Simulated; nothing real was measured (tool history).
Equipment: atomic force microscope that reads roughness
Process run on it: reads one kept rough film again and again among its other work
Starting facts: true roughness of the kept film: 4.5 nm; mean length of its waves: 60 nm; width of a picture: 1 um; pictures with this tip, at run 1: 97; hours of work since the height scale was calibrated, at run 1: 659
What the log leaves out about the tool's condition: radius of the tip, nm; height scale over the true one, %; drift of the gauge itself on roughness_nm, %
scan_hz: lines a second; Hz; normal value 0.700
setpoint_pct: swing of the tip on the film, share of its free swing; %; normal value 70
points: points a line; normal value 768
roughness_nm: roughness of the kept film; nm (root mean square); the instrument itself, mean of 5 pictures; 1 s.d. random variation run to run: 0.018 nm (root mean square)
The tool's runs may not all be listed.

run	hour	scan_hz	setpoint_pct	points	pictures with this tip	hours of work since the height scale was calibrated	roughness_nm
1	0.0	0.700	70	768	97	659	4.197
# hour 13.9: new tip fitted
2	35.1	0.700	70	768	43	683	4.232
3	65.1	0.700	70	682	105	703	4.143
# hour 76.6: new tip fitted
4	114.3	0.700	70	682	77	737	4.233
# hour 141.4: new tip fitted
5	154.3	0.700	70	682	27	764	4.230
6	185.5	0.700	57	768	91	785	4.234
# hour 204.3: new tip fitted
7	232.8	0.700	77	768	58	817	4.155
# hour 266.0: new tip fitted
8	281.2	0.700	77	768	31	850	4.214
9	312.3	0.700	77	768	95	872	4.124
# hour 326.6: new tip fitted
10	355.9	0.700	77	768	60	901	4.207
# hour 388.7: new tip fitted
11	403.2	0.700	77	768	30	933	4.242
12	441.2	0.700	77	768	108	959	4.127
# hour 452.6: new tip fitted
13	470.3	0.700	70	975	37	979	4.280
14	490.4	0.700	84	768	78	993	4.103
# hour 515.4: new tip fitted
15	530.0	0.700	84	768	30	1019	4.153
# hour 578.3: new tip fitted
16	579.5	0.700	84	768	3	1053	4.198
17	608.5	0.700	84	768	62	1073	4.107
# hour 639.0: new tip fitted
18	656.3	0.700	84	768	36	1105	4.172
19	687.1	0.700	84	768	99	1127	4.080
# hour 700.5: new tip fitted
20	722.4	0.700	84	768	45	1150	4.143
21	745.2	1.506	74	883	92	1166	4.034
# hour 763.5: new tip fitted
22	787.0	0.672	79	342	48	1194	4.207
23	811.1	1.460	59	768	98	1211	4.181
# hour 826.1: new tip fitted
24	835.0	1.460	59	768	18	1227	4.261
25	875.1	1.460	59	768	101	1254	4.177
# hour 887.9: new tip fitted
26	921.3	0.891	62	343	69	1286	4.207
# hour 949.1: new tip fitted
27	949.1	0.700	70	551	0	1305	4.289
28	971.7	0.700	70	551	47	1320	4.235
29	994.4	0.700	56	768	93	1336	4.206
# hour 1013.1: new tip fitted
30	1037.6	2.901	70	515	50	1365	3.962
# hour 1073.8: new tip fitted
31	1073.8	2.901	70	515	0	1389	4.046
32	1103.4	2.901	70	502	61	1410	3.996
33	1127.5	2.901	70	502	110	1426	3.899
# hour 1135.9: new tip fitted
34	1163.0	1.358	84	262	56	1450	3.949
# hour 1197.5: new tip fitted
35	1207.0	1.358	84	262	19	1480	3.985
36	1230.6	1.540	79	338	68	1496	4.021
37	1253.8	1.540	79	338	116	1512	3.916
# hour 1260.4: new tip fitted
38	1295.9	1.540	79	338	73	1541	4.013
# hour 1320.8: new tip fitted
39	1332.0	2.938	79	846	23	1565	3.804

Hidden state at the last listed run before each entry between runs and at the first one after, where it differs:
From run 1 to run 2: new tip fitted (hour 13.9)
  radius of the tip, nm: 11.4 -> 8.1; height scale over the true one, %: 0.27 -> 0.29
  measured less the result without the state, roughness_nm: -0.118 -> -0.051 nm (root mean square)
From run 3 to run 4: new tip fitted (hour 76.6)
  radius of the tip, nm: 12.6 -> 10.1; height scale over the true one, %: 0.3 -> 0.31
  measured less the result without the state, roughness_nm: -0.140 -> -0.090 nm (root mean square)
From run 4 to run 5: new tip fitted (hour 141.4)
  radius of the tip, nm: 10.1 -> 7; height scale over the true one, %: 0.31 -> 0.33
  measured less the result without the state, roughness_nm: -0.090 -> -0.026 nm (root mean square)
From run 6 to run 7: new tip fitted (hour 204.3)
  radius of the tip, nm: 11.5 -> 9.1; height scale over the true one, %: 0.34 -> 0.36
  measured less the result without the state, roughness_nm: -0.118 -> -0.068 nm (root mean square)
From run 7 to run 8: new tip fitted (hour 266.0)
  radius of the tip, nm: 9.1 -> 7; height scale over the true one, %: 0.36 -> 0.37
  measured less the result without the state, roughness_nm: -0.068 -> -0.024 nm (root mean square)
From run 9 to run 10: new tip fitted (hour 326.6)
  radius of the tip, nm: 11.6 -> 9.2; height scale over the true one, %: 0.38 -> 0.4
  measured less the result without the state, roughness_nm: -0.115 -> -0.068 nm (root mean square)
From run 10 to run 11: new tip fitted (hour 388.7)
  radius of the tip, nm: 9.2 -> 7.2; height scale over the true one, %: 0.4 -> 0.41
  measured less the result without the state, roughness_nm: -0.068 -> -0.028 nm (root mean square)
From run 12 to run 13: new tip fitted (hour 452.6)
  radius of the tip, nm: 12.6 -> 7.7; height scale over the true one, %: 0.43 -> 0.44
  measured less the result without the state, roughness_nm: -0.132 -> -0.036 nm (root mean square)
From run 14 to run 15: new tip fitted (hour 515.4)
  radius of the tip, nm: 10.1 -> 7.5; height scale over the true one, %: 0.45 -> 0.46
  measured less the result without the state, roughness_nm: -0.083 -> -0.031 nm (root mean square)
From run 15 to run 16: new tip fitted (hour 578.3)
  radius of the tip, nm: 7.5 -> 5.8; height scale over the true one, %: 0.46 -> 0.48
  measured less the result without the state, roughness_nm: -0.031 -> +0.004 nm (root mean square)
From run 17 to run 18: new tip fitted (hour 639.0)
  radius of the tip, nm: 9.4 -> 7.5; height scale over the true one, %: 0.49 -> 0.5
  measured less the result without the state, roughness_nm: -0.066 -> -0.030 nm (root mean square)
From run 19 to run 20: new tip fitted (hour 700.5)
  radius of the tip, nm: 12 -> 8.4; height scale over the true one, %: 0.51 -> 0.53
  measured less the result without the state, roughness_nm: -0.117 -> -0.045 nm (root mean square)
From run 21 to run 22: new tip fitted (hour 763.5)
  radius of the tip, nm: 11.7 -> 8.1; height scale over the true one, %: 0.53 -> 0.55
  measured less the result without the state, roughness_nm: -0.107 -> -0.039 nm (root mean square)
From run 23 to run 24: new tip fitted (hour 826.1)
  radius of the tip, nm: 11.5 -> 6.6; height scale over the true one, %: 0.56 -> 0.57
  measured less the result without the state, roughness_nm: -0.107 -> -0.008 nm (root mean square)
From run 25 to run 26: new tip fitted (hour 887.9)
  radius of the tip, nm: 12.5 -> 10.6; height scale over the true one, %: 0.58 -> 0.59
  measured less the result without the state, roughness_nm: -0.127 -> -0.089 nm (root mean square)
From run 26 to run 27: new tip fitted (hour 949.1)
  radius of the tip, nm: 10.6 -> 5.3; height scale over the true one, %: 0.59 -> 0.6
  measured less the result without the state, roughness_nm: -0.089 -> +0.020 nm (root mean square)
From run 29 to run 30: new tip fitted (hour 1013.1)
  radius of the tip, nm: 12 -> 8.6; height scale over the true one, %: 0.62 -> 0.63
  measured less the result without the state, roughness_nm: -0.115 -> -0.043 nm (root mean square)
From run 30 to run 31: new tip fitted (hour 1073.8)
  radius of the tip, nm: 8.6 -> 5.1; height scale over the true one, %: 0.63 -> 0.65
  measured less the result without the state, roughness_nm: -0.043 -> +0.024 nm (root mean square)
From run 33 to run 34: new tip fitted (hour 1135.9)
  radius of the tip, nm: 12.3 -> 9.5; height scale over the true one, %: 0.67 -> 0.68
  measured less the result without the state, roughness_nm: -0.111 -> -0.058 nm (root mean square)
From run 34 to run 35: new tip fitted (hour 1197.5)
  radius of the tip, nm: 9.5 -> 7; height scale over the true one, %: 0.68 -> 0.69
  measured less the result without the state, roughness_nm: -0.058 -> -0.011 nm (root mean square)
From run 37 to run 38: new tip fitted (hour 1260.4)
  radius of the tip, nm: 14.2 -> 10.2; height scale over the true one, %: 0.71 -> 0.73
  measured less the result without the state, roughness_nm: -0.144 -> -0.070 nm (root mean square)
From run 38 to run 39: new tip fitted (hour 1320.8)
  radius of the tip, nm: 10.2 -> 7; height scale over the true one, %: 0.73 -> 0.74
  measured less the result without the state, roughness_nm: -0.070 -> -0.009 nm (root mean square)

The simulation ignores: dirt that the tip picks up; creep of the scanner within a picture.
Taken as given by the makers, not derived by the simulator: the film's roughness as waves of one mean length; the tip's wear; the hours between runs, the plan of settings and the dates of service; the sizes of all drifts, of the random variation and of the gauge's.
